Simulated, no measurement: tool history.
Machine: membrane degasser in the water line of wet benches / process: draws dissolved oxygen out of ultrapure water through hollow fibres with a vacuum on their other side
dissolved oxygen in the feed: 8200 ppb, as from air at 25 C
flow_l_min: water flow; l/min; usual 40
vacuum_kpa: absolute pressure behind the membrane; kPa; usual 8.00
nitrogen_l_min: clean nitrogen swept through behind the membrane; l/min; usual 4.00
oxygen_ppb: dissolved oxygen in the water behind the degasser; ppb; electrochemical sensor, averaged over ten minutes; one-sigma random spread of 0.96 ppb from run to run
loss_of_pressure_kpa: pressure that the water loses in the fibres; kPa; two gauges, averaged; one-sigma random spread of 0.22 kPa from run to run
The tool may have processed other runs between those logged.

run,day,flow_l_min,vacuum_kpa,nitrogen_l_min,oxygen_ppb,loss_of_pressure_kpa
1,0.000,40,8.00,4.00,125.8,56.79
2,6.312,50,8.00,4.00,164.0,71.18
3,12.133,50,8.00,4.00,162.0,70.77
4,21.846,50,8.00,3.11,197.3,71.29
5,31.538,50,8.00,3.11,197.7,71.18
6,38.658,50,8.00,5.51,127.4,71.06
7,47.383,40,8.00,5.58,96.0,57.01
8,53.996,40,8.00,5.58,97.6,57.00
9,58.304,40,8.00,5.58,96.8,57.05
10,62.908,40,15.89,5.58,229.7,57.03
11,71.804,40,15.89,5.58,224.5,57.23
12,76.862,40,15.89,5.58,230.0,57.20
# day 81.279: vacuum gauge calibrated
13,85.325,40,15.89,5.58,226.2,57.16
14,92.425,40,8.00,4.00,127.1,56.96
15,97.567,63,8.00,4.00,215.6,89.84
16,107.642,40,8.00,1.97,228.3,57.14
17,112.196,40,7.42,3.98,114.3,57.34
18,118.258,42,11.06,10.73,92.6,60.39
19,123.854,25,5.68,8.60,21.4,36.06
20,131.229,38,6.67,8.60,50.9,54.46
21,136.579,42,8.00,1.80,255.6,60.11
22,144.862,25,15.95,4.79,163.3,35.78
23,150.662,37,10.50,2.18,287.9,53.09
24,160.171,31,10.89,4.00,148.9,44.74
25,167.404,31,10.89,4.00,147.6,44.85
26,177.967,31,10.89,4.00,148.3,44.81
27,183.896,40,7.73,4.00,120.0,57.64
28,189.958,40,8.79,5.22,117.3,57.14
29,200.054,40,8.79,5.22,118.7,57.66
30,208.512,40,8.79,5.22,118.6,57.53
31,213.783,40,6.84,3.42,114.8,58.08
32,220.458,40,5.91,3.09,98.6,57.86

Below are 4 alternative next runs, each starting from the tool's condition after run 32. Predict each:
A,225.250,28,12.81,3.09,?,?
B,225.250,33,8.00,4.00,?,?
C,225.250,59,8.00,11.23,?,?
D,225.250,39,13.33,4.00,?,?

run,oxygen_ppb,loss_of_pressure_kpa
A,209.3,40.28
B,102.7,47.50
C,103.3,85.08
D,242.4,56.22
Take away the tool's hidden state, keep each run's random variation, and the runs would have read:
run,oxygen_ppb,loss_of_pressure_kpa
A,205.5,38.91
B,99.0,45.89
C,95.3,82.19
D,237.2,54.31
